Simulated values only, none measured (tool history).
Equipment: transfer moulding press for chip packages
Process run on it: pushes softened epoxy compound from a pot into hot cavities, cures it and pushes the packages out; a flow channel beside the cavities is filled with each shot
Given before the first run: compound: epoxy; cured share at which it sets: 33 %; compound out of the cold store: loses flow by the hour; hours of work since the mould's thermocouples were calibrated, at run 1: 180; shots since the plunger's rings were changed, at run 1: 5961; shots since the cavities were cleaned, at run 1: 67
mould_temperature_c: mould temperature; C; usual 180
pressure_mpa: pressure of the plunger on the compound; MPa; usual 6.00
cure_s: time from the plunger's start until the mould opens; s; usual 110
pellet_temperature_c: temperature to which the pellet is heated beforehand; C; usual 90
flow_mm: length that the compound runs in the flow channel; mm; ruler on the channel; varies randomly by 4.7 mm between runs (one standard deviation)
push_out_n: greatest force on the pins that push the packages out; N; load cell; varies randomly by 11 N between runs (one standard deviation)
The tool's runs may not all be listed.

run	hour	mould_temperature_c	pressure_mpa	cure_s	pellet_temperature_c	hours of work since the mould's thermocouples were calibrated	shots since the plunger's rings were changed	shots since the cavities were cleaned	incoming compound's hours out of the cold store	flow_mm	push_out_n
1	0.0	180	6.00	110	90	180	5961	67	37.8	531	561
2	3.9	180	6.00	110	88	182	5995	101	41.9	515	561
3	11.1	180	6.00	110	88	186	6055	161	20.8	559	603
4	17.6	180	6.00	110	88	189	6110	216	37.8	524	632
5	24.9	180	6.00	110	88	193	6172	278	25.0	551	694
6	30.4	180	6.00	110	88	196	6219	325	25.1	541	719
7	37.5	173	6.00	110	90	200	6278	384	27.3	573	1176
# hour 45.4: plunger's sealing rings changed
8	46.3	173	6.00	110	90	203	8	438	31.2	617	1189
9	53.2	173	6.00	110	90	206	66	496	27.6	636	1264
10	61.4	173	6.00	110	90	211	135	565	43.8	596	1240
11	67.4	173	6.00	110	90	214	186	616	27.8	630	1296
12	75.3	173	6.00	110	90	218	252	682	13.4	675	1425
13	80.6	181	6.00	110	90	221	298	728	9.0	642	788
14	88.7	181	6.00	110	90	225	366	796	37.1	578	773
15	94.2	188	6.00	110	90	228	412	842	20.4	601	671
# hour 101.3: cavities cleaned with cleaning compound and waxed
16	101.3	188	6.00	110	90	231	460	0	44.5	543	412
17	105.8	188	6.00	110	90	233	497	37	33.7	562	422
18	111.4	188	6.00	110	90	236	545	85	37.0	559	458
19	116.8	188	6.00	110	90	238	590	130	31.3	571	480
20	121.0	188	6.00	97	89	241	626	166	40.9	547	522
21	127.0	188	6.00	99	88	244	677	217	31.4	562	544
22	134.4	188	6.00	99	88	248	739	279	29.1	577	564
23	140.2	188	5.87	92	84	251	788	328	11.3	601	630
24	149.1	181	5.87	121	84	255	864	404	29.0	587	626
25	154.6	181	5.07	147	84	258	910	450	30.1	535	590
26	163.0	175	4.54	147	84	262	981	521	41.7	510	692
27	171.0	186	4.54	147	84	266	1048	588	29.1	498	603
28	177.6	180	5.64	134	90	270	1104	644	12.7	619	686

Forecast each of these 4 alternatives for the next run:
A	184.5	185	6.00	116	90	273	1163	703	29.8	?	?
B	184.5	180	6.50	94	87	273	1163	703	21.5	?	?
C	184.5	174	6.00	123	90	273	1163	703	20.8	?	?
D	184.5	180	5.64	95	90	273	1163	703	46.0	?	?

run	flow_mm	push_out_n
A	577	670
B	640	1083
C	644	956
D	544	972
Take away the tool's hidden state, keep each run's random variation, and the runs would have read:
run	flow_mm	push_out_n
A	588	420
B	652	671
C	656	593
D	554	605
